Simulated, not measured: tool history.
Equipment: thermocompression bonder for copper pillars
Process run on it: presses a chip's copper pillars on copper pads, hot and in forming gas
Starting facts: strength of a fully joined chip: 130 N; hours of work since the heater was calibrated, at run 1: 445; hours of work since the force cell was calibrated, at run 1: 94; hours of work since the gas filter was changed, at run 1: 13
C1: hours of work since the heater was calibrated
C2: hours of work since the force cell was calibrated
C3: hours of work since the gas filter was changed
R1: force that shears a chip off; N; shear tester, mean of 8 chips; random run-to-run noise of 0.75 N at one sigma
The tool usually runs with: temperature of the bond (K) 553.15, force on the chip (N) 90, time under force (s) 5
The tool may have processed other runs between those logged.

run 1 hour=0 | temperature_of_the_bond_(K)=553.15 force_on_the_chip_(N)=90 time_under_force_(s)=5 | C1=445 C2=94 C3=13 | R1=50.3
run 2 hour=24 | temperature_of_the_bond_(K)=553.15 force_on_the_chip_(N)=104 time_under_force_(s)=5 | C1=457 C2=107 C3=26 | R1=59.1
run 3 hour=52 | temperature_of_the_bond_(K)=553.15 force_on_the_chip_(N)=90 time_under_force_(s)=5 | C1=472 C2=122 C3=41 | R1=49.7
run 4 hour=76 | temperature_of_the_bond_(K)=578.15 force_on_the_chip_(N)=90 time_under_force_(s)=5 | C1=485 C2=134 C3=54 | R1=65.4
run 5 hour=104.9 | temperature_of_the_bond_(K)=578.15 force_on_the_chip_(N)=90 time_under_force_(s)=5 | C1=501 C2=150 C3=69 | R1=63.8
run 6 hour=126.8 | temperature_of_the_bond_(K)=578.15 force_on_the_chip_(N)=90 time_under_force_(s)=5 | C1=512 C2=162 C3=81 | R1=63.8
run 7 hour=157.7 | temperature_of_the_bond_(K)=553.15 force_on_the_chip_(N)=90 time_under_force_(s)=5 | C1=529 C2=178 C3=98 | R1=49
run 8 hour=188.2 | temperature_of_the_bond_(K)=553.15 force_on_the_chip_(N)=90 time_under_force_(s)=5 | C1=545 C2=194 C3=114 | R1=48.8
run 9 hour=210.6 | temperature_of_the_bond_(K)=553.15 force_on_the_chip_(N)=90 time_under_force_(s)=5 | C1=557 C2=206 C3=126 | R1=47.5
run 10 hour=236.2 | temperature_of_the_bond_(K)=553.15 force_on_the_chip_(N)=90 time_under_force_(s)=5 | C1=571 C2=220 C3=140 | R1=47.4
run 11 hour=254 | temperature_of_the_bond_(K)=553.15 force_on_the_chip_(N)=75 time_under_force_(s)=5 | C1=580 C2=230 C3=149 | R1=38.4
-- hour=259.6 heater calibrated with a thermocouple chip
run 12 hour=277.8 | temperature_of_the_bond_(K)=553.15 force_on_the_chip_(N)=75 time_under_force_(s)=5 | C1=10 C2=241 C3=161 | R1=44.3
run 13 hour=312.5 | temperature_of_the_bond_(K)=553.15 force_on_the_chip_(N)=75 time_under_force_(s)=5 | C1=28 C2=260 C3=179 | R1=41.7
run 14 hour=347.7 | temperature_of_the_bond_(K)=582.15 force_on_the_chip_(N)=56 time_under_force_(s)=5 | C1=47 C2=279 C3=198 | R1=42.1
-- hour=352.3 force cell calibrated
run 15 hour=382.6 | temperature_of_the_bond_(K)=582.15 force_on_the_chip_(N)=56 time_under_force_(s)=5 | C1=65 C2=16 C3=216 | R1=41.5
run 16 hour=406.1 | temperature_of_the_bond_(K)=553.15 force_on_the_chip_(N)=87 time_under_force_(s)=4 | C1=78 C2=29 C3=229 | R1=44.2
run 17 hour=434.2 | temperature_of_the_bond_(K)=568.15 force_on_the_chip_(N)=87 time_under_force_(s)=12 | C1=93 C2=44 C3=244 | R1=75.4
run 18 hour=450 | temperature_of_the_bond_(K)=568.15 force_on_the_chip_(N)=87 time_under_force_(s)=12 | C1=101 C2=52 C3=252 | R1=76.3
run 19 hour=485.6 | temperature_of_the_bond_(K)=558.15 force_on_the_chip_(N)=87 time_under_force_(s)=5 | C1=120 C2=71 C3=271 | R1=50.9
run 20 hour=502 | temperature_of_the_bond_(K)=577.15 force_on_the_chip_(N)=77 time_under_force_(s)=7 | C1=129 C2=80 C3=280 | R1=60.2
-- hour=520 force cell calibrated, once more
run 21 hour=540 | temperature_of_the_bond_(K)=537.15 force_on_the_chip_(N)=90 time_under_force_(s)=5 | C1=148 C2=11 C3=299 | R1=40.2
run 22 hour=573 | temperature_of_the_bond_(K)=567.15 force_on_the_chip_(N)=54 time_under_force_(s)=11 | C1=166 C2=28 C3=317 | R1=44.9
run 23 hour=590.6 | temperature_of_the_bond_(K)=567.15 force_on_the_chip_(N)=54 time_under_force_(s)=11 | C1=175 C2=38 C3=326 | R1=45.1
run 24 hour=619.1 | temperature_of_the_bond_(K)=556.15 force_on_the_chip_(N)=74 time_under_force_(s)=3 | C1=191 C2=53 C3=342 | R1=32.3
run 25 hour=649.6 | temperature_of_the_bond_(K)=556.15 force_on_the_chip_(N)=74 time_under_force_(s)=3 | C1=207 C2=69 C3=358 | R1=32.7

Pick out some run-to-run changes in R1. Of each, how much would a tool without hidden state show as well, from the settings, what came in and chance, and how much is left for the hidden state and any gauge scatter not in both results compared?
Hidden conditions of the tool in this case: true temperature of the bond over the reading, C; force that reaches the chip, % of what is set; oxide that the forming gas leaves, % of the face; drift of the gauge itself on shear_n, %.
Run 11 -> 12: heater calibrated with a thermocouple chip. R1 +5.9 N: hidden state +4.6, all else +1.3.
Run 16 -> 17: temperature of the bond (K) 553.15 -> 568.15, time under force (s) 4 -> 12. R1 +31.2 N: hidden state -3.2, all else +34.4.
Run 18 -> 19: temperature of the bond (K) 568.15 -> 558.15, time under force (s) 12 -> 5. R1 -25.4 N: hidden state +1.8, all else -27.2.

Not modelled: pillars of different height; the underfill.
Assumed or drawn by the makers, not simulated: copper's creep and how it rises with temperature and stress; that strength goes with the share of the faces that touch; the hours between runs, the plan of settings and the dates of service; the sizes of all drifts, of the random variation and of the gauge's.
